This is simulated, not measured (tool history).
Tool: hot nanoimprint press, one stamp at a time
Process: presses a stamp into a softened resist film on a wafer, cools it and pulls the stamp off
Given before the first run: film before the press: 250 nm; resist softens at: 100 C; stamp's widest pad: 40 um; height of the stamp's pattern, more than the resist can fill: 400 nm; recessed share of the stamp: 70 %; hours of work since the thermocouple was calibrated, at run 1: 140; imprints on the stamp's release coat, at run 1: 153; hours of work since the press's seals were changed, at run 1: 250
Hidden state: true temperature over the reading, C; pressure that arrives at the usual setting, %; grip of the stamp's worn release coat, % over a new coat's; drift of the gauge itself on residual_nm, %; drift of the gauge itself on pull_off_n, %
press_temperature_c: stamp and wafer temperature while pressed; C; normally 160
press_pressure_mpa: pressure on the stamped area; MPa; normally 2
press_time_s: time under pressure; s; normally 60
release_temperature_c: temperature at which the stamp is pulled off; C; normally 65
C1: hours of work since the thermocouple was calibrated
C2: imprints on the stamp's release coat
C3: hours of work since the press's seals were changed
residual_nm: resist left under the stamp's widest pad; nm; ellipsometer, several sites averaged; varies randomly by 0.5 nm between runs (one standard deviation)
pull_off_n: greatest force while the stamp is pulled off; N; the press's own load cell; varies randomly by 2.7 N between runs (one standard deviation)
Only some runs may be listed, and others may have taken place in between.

{"run": 1, "hour": 0.0, "press_temperature_c": 160, "press_pressure_mpa": 2, "press_time_s": 60, "release_temperature_c": 65, "C1": 140, "C2": 153, "C3": 250, "residual_nm": 146.7, "pull_off_n": 127}
{"run": 2, "hour": 34.6, "press_temperature_c": 160, "press_pressure_mpa": 2, "press_time_s": 74, "release_temperature_c": 65, "C1": 159, "C2": 240, "C3": 269, "residual_nm": 138.1, "pull_off_n": 133}
{"run": 3, "hour": 65.6, "press_temperature_c": 160, "press_pressure_mpa": 2, "press_time_s": 74, "release_temperature_c": 65, "C1": 177, "C2": 317, "C3": 287, "residual_nm": 137.1, "pull_off_n": 139}
{"run": 4, "hour": 94.6, "press_temperature_c": 160, "press_pressure_mpa": 2, "press_time_s": 74, "release_temperature_c": 65, "C1": 193, "C2": 390, "C3": 303, "residual_nm": 137.4, "pull_off_n": 140}
{"run": 5, "hour": 121.2, "press_temperature_c": 160, "press_pressure_mpa": 2, "press_time_s": 60, "release_temperature_c": 65, "C1": 208, "C2": 457, "C3": 318, "residual_nm": 145.9, "pull_off_n": 146}
{"run": 6, "hour": 164.9, "press_temperature_c": 160, "press_pressure_mpa": 2, "press_time_s": 60, "release_temperature_c": 65, "C1": 233, "C2": 566, "C3": 343, "residual_nm": 146.2, "pull_off_n": 150}
{"run": 7, "hour": 211.7, "press_temperature_c": 160, "press_pressure_mpa": 2, "press_time_s": 60, "release_temperature_c": 65, "C1": 260, "C2": 683, "C3": 369, "residual_nm": 145.9, "pull_off_n": 152}
{"run": 8, "hour": 262.9, "press_temperature_c": 160, "press_pressure_mpa": 2, "press_time_s": 60, "release_temperature_c": 65, "C1": 289, "C2": 812, "C3": 398, "residual_nm": 145.7, "pull_off_n": 158}
{"run": 9, "hour": 306.2, "press_temperature_c": 160, "press_pressure_mpa": 2, "press_time_s": 60, "release_temperature_c": 65, "C1": 313, "C2": 920, "C3": 423, "residual_nm": 146, "pull_off_n": 161}
{"hour": 317.1, "done": "plate thermocouple calibrated"}
{"run": 10, "hour": 346.7, "press_temperature_c": 160, "press_pressure_mpa": 2, "press_time_s": 60, "release_temperature_c": 65, "C1": 17, "C2": 1014, "C3": 444, "residual_nm": 151.8, "pull_off_n": 178}
{"hour": 375.3, "done": "stamp cleaned and given a new release coat"}
{"run": 11, "hour": 377.1, "press_temperature_c": 160, "press_pressure_mpa": 2, "press_time_s": 60, "release_temperature_c": 65, "C1": 31, "C2": 4, "C3": 458, "residual_nm": 152.2, "pull_off_n": 127}
{"run": 12, "hour": 411.1, "press_temperature_c": 160, "press_pressure_mpa": 2, "press_time_s": 109, "release_temperature_c": 65, "C1": 50, "C2": 89, "C3": 477, "residual_nm": 124, "pull_off_n": 126}
{"run": 13, "hour": 444.7, "press_temperature_c": 160, "press_pressure_mpa": 2, "press_time_s": 109, "release_temperature_c": 65, "C1": 69, "C2": 174, "C3": 496, "residual_nm": 123.7, "pull_off_n": 137}
{"run": 14, "hour": 487.7, "press_temperature_c": 160, "press_pressure_mpa": 2, "press_time_s": 109, "release_temperature_c": 65, "C1": 93, "C2": 281, "C3": 521, "residual_nm": 124, "pull_off_n": 131}
{"hour": 522.7, "done": "press's hydraulic seals changed and the load cell set to zero"}
{"run": 15, "hour": 542.1, "press_temperature_c": 160, "press_pressure_mpa": 2, "press_time_s": 109, "release_temperature_c": 65, "C1": 119, "C2": 398, "C3": 11, "residual_nm": 122, "pull_off_n": 146}
{"run": 16, "hour": 588.1, "press_temperature_c": 160, "press_pressure_mpa": 1.58, "press_time_s": 60, "release_temperature_c": 67, "C1": 145, "C2": 513, "C3": 37, "residual_nm": 161.4, "pull_off_n": 144}
{"run": 17, "hour": 643.6, "press_temperature_c": 160, "press_pressure_mpa": 1.58, "press_time_s": 60, "release_temperature_c": 67, "C1": 177, "C2": 652, "C3": 68, "residual_nm": 160.5, "pull_off_n": 145}
{"run": 18, "hour": 679.0, "press_temperature_c": 160, "press_pressure_mpa": 2.89, "press_time_s": 32, "release_temperature_c": 72, "C1": 197, "C2": 740, "C3": 88, "residual_nm": 159, "pull_off_n": 128}
{"run": 19, "hour": 713.0, "press_temperature_c": 160, "press_pressure_mpa": 2.89, "press_time_s": 33, "release_temperature_c": 62, "C1": 216, "C2": 826, "C3": 108, "residual_nm": 157.2, "pull_off_n": 175}
{"run": 20, "hour": 759.0, "press_temperature_c": 160, "press_pressure_mpa": 2.89, "press_time_s": 33, "release_temperature_c": 62, "C1": 242, "C2": 941, "C3": 134, "residual_nm": 155.4, "pull_off_n": 190}
{"run": 21, "hour": 782.0, "press_temperature_c": 167, "press_pressure_mpa": 2.26, "press_time_s": 73, "release_temperature_c": 60, "C1": 255, "C2": 998, "C3": 147, "residual_nm": 106.1, "pull_off_n": 202}
{"run": 22, "hour": 806.0, "press_temperature_c": 167, "press_pressure_mpa": 2.26, "press_time_s": 73, "release_temperature_c": 60, "C1": 269, "C2": 1059, "C3": 160, "residual_nm": 106.3, "pull_off_n": 211}
{"hour": 816.2, "done": "stamp cleaned and given a new release coat"}
{"run": 23, "hour": 852.4, "press_temperature_c": 167, "press_pressure_mpa": 2.26, "press_time_s": 73, "release_temperature_c": 60, "C1": 292, "C2": 91, "C3": 183, "residual_nm": 106.3, "pull_off_n": 146}

Expected results for the next run?
{"run": 24, "hour": 886.2, "press_temperature_c": 167, "press_pressure_mpa": 2.15, "press_time_s": 73, "release_temperature_c": 57, "C1": 311, "C2": 176, "C3": 202, "residual_nm": "?", "pull_off_n": "?"}

{"run 24": {"residual_nm": 107.9, "pull_off_n": 161}}
Without the tool's hidden state the same run would have given residual_nm 110 nm, pull_off_n 154 N.
